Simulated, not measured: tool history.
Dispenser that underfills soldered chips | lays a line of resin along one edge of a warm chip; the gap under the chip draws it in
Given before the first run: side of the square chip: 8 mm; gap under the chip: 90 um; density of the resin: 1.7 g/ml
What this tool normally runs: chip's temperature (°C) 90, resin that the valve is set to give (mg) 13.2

run	day	chip's temperature (°C)	resin that the valve is set to give (mg)	time until the resin shows at the far edge (s)	resin that the valve gave (mg)
1	0.000	90	13.2	65.2	12.62
# day 0.075: new syringe of resin
2	0.233	90	13.2	53.1	12.67
3	0.450	90	13.2	60.2	12.53
# day 0.612: new syringe of resin
4	0.688	90	13.2	51.4	12.59
# day 1.146: new syringe of resin
5	1.146	100	13.2	35.9	12.54
6	1.379	98	13.2	42.5	12.49
# day 1.704: new syringe of resin
# day 1.888: dispensing valve cleaned and set on the balance
7	1.900	98	13.2	39.6	13.20
8	2.125	98	13.2	45.3	13.38
# day 2.288: new syringe of resin
9	2.546	98	13.2	42.1	13.12
# day 2.842: new syringe of resin
10	2.883	98	13.2	37.8	13.22
11	3.125	98	13.2	42.7	13.18
# day 3.388: new syringe of resin
12	3.529	90	13.2	52.6	13.12
13	3.900	90	13.2	63.8	13.05
# day 3.933: new syringe of resin
14	4.367	90	13.2	59.6	12.93
# day 4.492: new syringe of resin
15	4.667	81	13.0	72.4	12.79
16	4.942	87	16.8	64.6	16.62
# day 5.029: new syringe of resin
17	5.238	87	16.8	56.4	16.52
18	5.529	98	13.2	47.4	12.94
# day 5.588: new syringe of resin
19	5.838	84	14.0	67.1	13.71
# day 6.121: new syringe of resin
20	6.317	88	13.5	55.7	13.05
# day 6.662: new syringe of resin
21	6.762	79	13.2	74.8	12.98
22	7.079	79	13.2	88.1	12.86
# day 7.200: new syringe of resin
23	7.475	97	13.2	44.5	12.84
# day 7.738: new syringe of resin
24	7.958	77	14.7	82.1	14.08
25	8.233	94	16.5	51.0	15.90

Below are 5 alternative next runs, each starting from the tool's condition after run 25. Predict each:
# day 8.300: new syringe of resin
A	8.704	88	16.8	?	?
# day 8.300: new syringe of resin
B	8.704	83	11.5	?	?
# day 8.300: new syringe of resin
C	8.704	90	15.5	?	?
# day 8.300: new syringe of resin
D	8.704	87	13.2	?	?
# day 8.300: new syringe of resin
E	8.704	84	13.2	?	?

run	time until the resin shows at the far edge (s)	resin that the valve gave (mg)
A	60.8	16.15
B	79.6	11.15
C	56.6	14.87
D	66.5	12.74
E	73.8	12.71
Had the tool no hidden state, the same runs would have come out as:
run	time until the resin shows at the far edge (s)	resin that the valve gave (mg)
A	51.0	16.75
B	66.0	11.56
C	47.4	15.42
D	55.4	13.20
E	61.6	13.18

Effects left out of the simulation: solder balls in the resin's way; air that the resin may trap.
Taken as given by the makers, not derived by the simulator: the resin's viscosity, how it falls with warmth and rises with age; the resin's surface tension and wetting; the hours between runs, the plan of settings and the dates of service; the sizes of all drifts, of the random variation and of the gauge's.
